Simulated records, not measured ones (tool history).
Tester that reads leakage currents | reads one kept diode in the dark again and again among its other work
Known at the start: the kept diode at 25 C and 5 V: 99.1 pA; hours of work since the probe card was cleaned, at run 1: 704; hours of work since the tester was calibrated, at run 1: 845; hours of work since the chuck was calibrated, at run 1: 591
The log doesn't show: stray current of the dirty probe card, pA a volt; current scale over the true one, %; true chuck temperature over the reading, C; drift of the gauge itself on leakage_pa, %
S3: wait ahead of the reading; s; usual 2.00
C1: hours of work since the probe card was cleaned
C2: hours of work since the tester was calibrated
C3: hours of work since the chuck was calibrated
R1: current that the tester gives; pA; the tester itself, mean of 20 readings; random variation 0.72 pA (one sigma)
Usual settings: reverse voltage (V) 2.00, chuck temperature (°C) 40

run 1 hour=0.0 | reverse_voltage_(V)=2.00 chuck_temperature_(°C)=40 S3=2.00 | C1=704 C2=845 C3=591 | R1=224.13
run 2 hour=46.3 | reverse_voltage_(V)=2.00 chuck_temperature_(°C)=40 S3=2.00 | C1=723 C2=865 C3=610 | R1=225.08
run 3 hour=73.8 | reverse_voltage_(V)=2.00 chuck_temperature_(°C)=40 S3=2.00 | C1=735 C2=877 C3=622 | R1=222.90
run 4 hour=101.0 | reverse_voltage_(V)=2.00 chuck_temperature_(°C)=40 S3=2.00 | C1=747 C2=888 C3=633 | R1=222.99
run 5 hour=146.5 | reverse_voltage_(V)=2.00 chuck_temperature_(°C)=40 S3=2.00 | C1=766 C2=907 C3=653 | R1=222.62
run 6 hour=187.3 | reverse_voltage_(V)=2.00 chuck_temperature_(°C)=40 S3=2.00 | C1=783 C2=925 C3=670 | R1=221.89
run 7 hour=223.5 | reverse_voltage_(V)=10.72 chuck_temperature_(°C)=40 S3=2.00 | C1=799 C2=940 C3=685 | R1=378.69
run 8 hour=260.2 | reverse_voltage_(V)=10.72 chuck_temperature_(°C)=40 S3=2.00 | C1=814 C2=956 C3=701 | R1=377.93
run 9 hour=316.7 | reverse_voltage_(V)=2.00 chuck_temperature_(°C)=40 S3=2.00 | C1=838 C2=980 C3=725 | R1=219.74
run 10 hour=348.6 | reverse_voltage_(V)=2.00 chuck_temperature_(°C)=27 S3=2.00 | C1=852 C2=993 C3=738 | R1=82.25
run 11 hour=390.2 | reverse_voltage_(V)=2.00 chuck_temperature_(°C)=40 S3=3.84 | C1=869 C2=1011 C3=756 | R1=218.41
run 12 hour=431.2 | reverse_voltage_(V)=2.00 chuck_temperature_(°C)=42 S3=2.00 | C1=887 C2=1028 C3=773 | R1=252.08
run 13 hour=486.4 | reverse_voltage_(V)=1.00 chuck_temperature_(°C)=40 S3=2.00 | C1=910 C2=1052 C3=797 | R1=175.76
run 14 hour=527.3 | reverse_voltage_(V)=1.00 chuck_temperature_(°C)=40 S3=2.00 | C1=927 C2=1069 C3=814 | R1=174.00
run 15 hour=563.3 | reverse_voltage_(V)=1.00 chuck_temperature_(°C)=40 S3=2.00 | C1=943 C2=1084 C3=830 | R1=174.87
run 16 hour=590.5 | reverse_voltage_(V)=2.00 chuck_temperature_(°C)=40 S3=1.16 | C1=954 C2=1096 C3=841 | R1=218.46
run 17 hour=616.5 | reverse_voltage_(V)=2.00 chuck_temperature_(°C)=40 S3=1.16 | C1=965 C2=1107 C3=852 | R1=217.26
run 18 hour=676.0 | reverse_voltage_(V)=2.00 chuck_temperature_(°C)=40 S3=1.16 | C1=990 C2=1132 C3=877 | R1=215.45
run 19 hour=706.0 | reverse_voltage_(V)=2.00 chuck_temperature_(°C)=40 S3=1.16 | C1=1003 C2=1145 C3=890 | R1=217.22
run 20 hour=751.4 | reverse_voltage_(V)=11.70 chuck_temperature_(°C)=48 S3=2.00 | C1=1022 C2=1164 C3=909 | R1=668.23
run 21 hour=776.8 | reverse_voltage_(V)=16.84 chuck_temperature_(°C)=48 S3=2.00 | C1=1033 C2=1175 C3=920 | R1=750.40
run 22 hour=801.7 | reverse_voltage_(V)=16.84 chuck_temperature_(°C)=48 S3=2.00 | C1=1044 C2=1185 C3=931 | R1=747.97
run 23 hour=847.8 | reverse_voltage_(V)=16.84 chuck_temperature_(°C)=53 S3=2.00 | C1=1063 C2=1205 C3=950 | R1=1042.23
-- hour=853.0 tester calibrated
run 24 hour=879.0 | reverse_voltage_(V)=2.00 chuck_temperature_(°C)=40 S3=6.88 | C1=1076 C2=11 C3=963 | R1=213.28
-- hour=910.3 chuck's temperature calibrated
run 25 hour=926.1 | reverse_voltage_(V)=1.43 chuck_temperature_(°C)=40 S3=2.00 | C1=1095 C2=30 C3=7 | R1=219.02

Forecast run 26:
run 26 hour=969.8 | reverse_voltage_(V)=5.45 chuck_temperature_(°C)=35 S3=2.74 | C1=1113 C2=49 C3=25 | R1=?

{"run 26": {"R1": 233.74}}
Without the tool's hidden state the same run would have given R1 223.99 pA.

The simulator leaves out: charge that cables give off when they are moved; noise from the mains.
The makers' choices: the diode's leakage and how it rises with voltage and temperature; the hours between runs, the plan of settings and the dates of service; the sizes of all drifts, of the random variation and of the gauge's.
